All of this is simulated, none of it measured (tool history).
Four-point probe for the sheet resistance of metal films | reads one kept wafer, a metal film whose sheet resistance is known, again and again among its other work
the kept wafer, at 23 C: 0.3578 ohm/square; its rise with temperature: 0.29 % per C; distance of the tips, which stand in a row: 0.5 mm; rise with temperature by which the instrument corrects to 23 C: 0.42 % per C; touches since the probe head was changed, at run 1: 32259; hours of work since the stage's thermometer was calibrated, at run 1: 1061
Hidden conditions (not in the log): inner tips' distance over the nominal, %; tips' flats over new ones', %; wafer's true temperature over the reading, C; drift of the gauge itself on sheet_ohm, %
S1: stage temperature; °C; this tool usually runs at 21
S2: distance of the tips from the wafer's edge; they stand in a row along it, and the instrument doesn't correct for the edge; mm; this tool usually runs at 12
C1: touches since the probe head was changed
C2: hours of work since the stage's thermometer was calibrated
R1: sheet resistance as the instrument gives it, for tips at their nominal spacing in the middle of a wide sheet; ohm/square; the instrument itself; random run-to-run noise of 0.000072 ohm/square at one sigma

run,hour,S1,S2,C1,C2,R1
1,0.0,21,12,32259,1061,0.357872
2,19.9,21,12,32915,1075,0.357760
3,43.9,21,12,33705,1091,0.357945
4,55.7,21,12,34095,1099,0.357740
5,79.4,21,19,34874,1115,0.357718
6,95.0,21,19,35390,1126,0.357690
7,114.1,21,19,36017,1139,0.357647
# hour 116.5: stage's thermometer calibrated
8,136.3,21,12,36732,14,0.357988
9,149.5,21,12,37169,23,0.357895
10,162.6,22,12,37598,32,0.357535
11,179.1,30,13,38142,43,0.353818
12,199.3,30,44,38807,57,0.353482
13,219.6,31,6,39478,71,0.354416
14,239.6,26,6,40136,84,0.356641
15,252.5,26,6,40560,93,0.356550
# hour 254.8: stage's thermometer calibrated, once more
16,277.8,18,60,41378,16,0.358609

Predict each of these 5 candidate next runs independently; none follows another, all start after run 16:
A,289.5,27,50,41763,24,?
B,289.5,21,10,41763,24,?
C,289.5,26,71,41763,24,?
D,289.5,27,8,41763,24,?
E,289.5,28,9,41763,24,?

run,R1
A,0.354428
B,0.357646
C,0.354841
D,0.355029
E,0.354578
Had the tool no hidden state, the same runs would have come out as:
run,R1
A,0.356061
B,0.359294
C,0.356476
D,0.356665
E,0.356212

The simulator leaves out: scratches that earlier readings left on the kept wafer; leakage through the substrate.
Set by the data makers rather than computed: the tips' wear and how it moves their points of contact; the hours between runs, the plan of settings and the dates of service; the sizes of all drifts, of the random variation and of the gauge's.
